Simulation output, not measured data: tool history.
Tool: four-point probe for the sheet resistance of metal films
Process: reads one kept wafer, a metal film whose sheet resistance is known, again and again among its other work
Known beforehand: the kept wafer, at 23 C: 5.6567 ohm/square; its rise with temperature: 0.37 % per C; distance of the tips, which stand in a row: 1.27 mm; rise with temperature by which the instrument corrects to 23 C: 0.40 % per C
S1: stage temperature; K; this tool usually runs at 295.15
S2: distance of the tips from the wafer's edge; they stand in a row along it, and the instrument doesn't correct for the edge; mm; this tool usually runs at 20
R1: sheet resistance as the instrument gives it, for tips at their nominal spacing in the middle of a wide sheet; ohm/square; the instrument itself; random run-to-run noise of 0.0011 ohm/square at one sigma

Run 1, hour 0: usual settings. Result: R1 5.670652 ohm/square.
Run 2, hour 30.6: usual settings but S2 9 mm. Result: R1 5.717675 ohm/square.
Run 3, hour 61.9: usual settings but S2 9 mm. Result: R1 5.719282 ohm/square.
Run 4, hour 113.3: usual settings but S2 9 mm. Result: R1 5.717951 ohm/square.
Run 5, hour 136: usual settings but S2 9 mm. Result: R1 5.718829 ohm/square.
Run 6, hour 178.4: usual settings. Result: R1 5.670891 ohm/square.
Run 7, hour 207.3: usual settings but S2 17 mm. Result: R1 5.674204 ohm/square.
Run 8, hour 244: usual settings but S2 17 mm. Result: R1 5.673987 ohm/square.
Run 9, hour 285.3: usual settings but S2 17 mm. Result: R1 5.676555 ohm/square.
Run 10, hour 330: usual settings but S2 6 mm. Result: R1 5.791526 ohm/square.
Run 11, hour 365.7: usual settings but S2 18 mm. Result: R1 5.672827 ohm/square.
Run 12, hour 390.1: usual settings but S2 18 mm. Result: R1 5.672907 ohm/square.
Run 13, hour 429.1: usual settings but S2 18 mm. Result: R1 5.674143 ohm/square.
Run 14, hour 455.7: usual settings but S1 299.15 K, S2 38 mm. Result: R1 5.65501 ohm/square.
Run 15, hour 490.1: usual settings but S1 299.15 K, S2 38 mm. Result: R1 5.655271 ohm/square.
Run 16, hour 519.6: usual settings but S1 303.15 K, S2 16 mm. Result: R1 5.666613 ohm/square.
Run 17, hour 553.9: usual settings but S1 303.15 K, S2 16 mm. Result: R1 5.664846 ohm/square.
Run 18, hour 598.5: usual settings but S1 305.15 K, S2 12 mm. Result: R1 5.678135 ohm/square.
Run 19, hour 620.9: usual settings but S1 307.15 K, S2 19 mm. Result: R1 5.653387 ohm/square.
Run 20, hour 656.2: usual settings but S1 302.15 K, S2 8 mm. Result: R1 5.722558 ohm/square.
Run 21, hour 699: usual settings but S1 292.15 K, S2 35 mm. Result: R1 5.666787 ohm/square.
Run 22, hour 752.9: usual settings but S1 300.15 K, S2 16 mm. Result: R1 5.671904 ohm/square.
Run 23, hour 787.2: usual settings but S2 5 mm. Result: R1 5.847829 ohm/square.
Run 24, hour 825.4: usual settings but S2 12 mm. Result: R1 5.692695 ohm/square.
Run 25, hour 849.2: usual settings but S1 296.15 K, S2 9 mm. Result: R1 5.718626 ohm/square.

5 options for the next run, each taken on its own from the tool as it stands now. Forecast them:
Run A, hour 892.1: usual settings but S1 302.15 K, S2 22 mm. Result: R1 ?.
Run B, hour 892.1: usual settings but S1 297.15 K. Result: R1 ?.
Run C, hour 892.1: usual settings but S1 303.15 K, S2 40 mm. Result: R1 ?.
Run D, hour 892.1: usual settings but S1 297.15 K, S2 33 mm. Result: R1 ?.
Run E, hour 892.1: usual settings but S1 306.15 K, S2 23 mm. Result: R1 ?.

run        R1
  A  5.659604
  B  5.669589
  C   5.65189
  D  5.660243
  E  5.653893
Without the tool's hidden state the same runs would have given:
run        R1
  A  5.659262
  B  5.669246
  C  5.651549
  D    5.6599
  E  5.653553
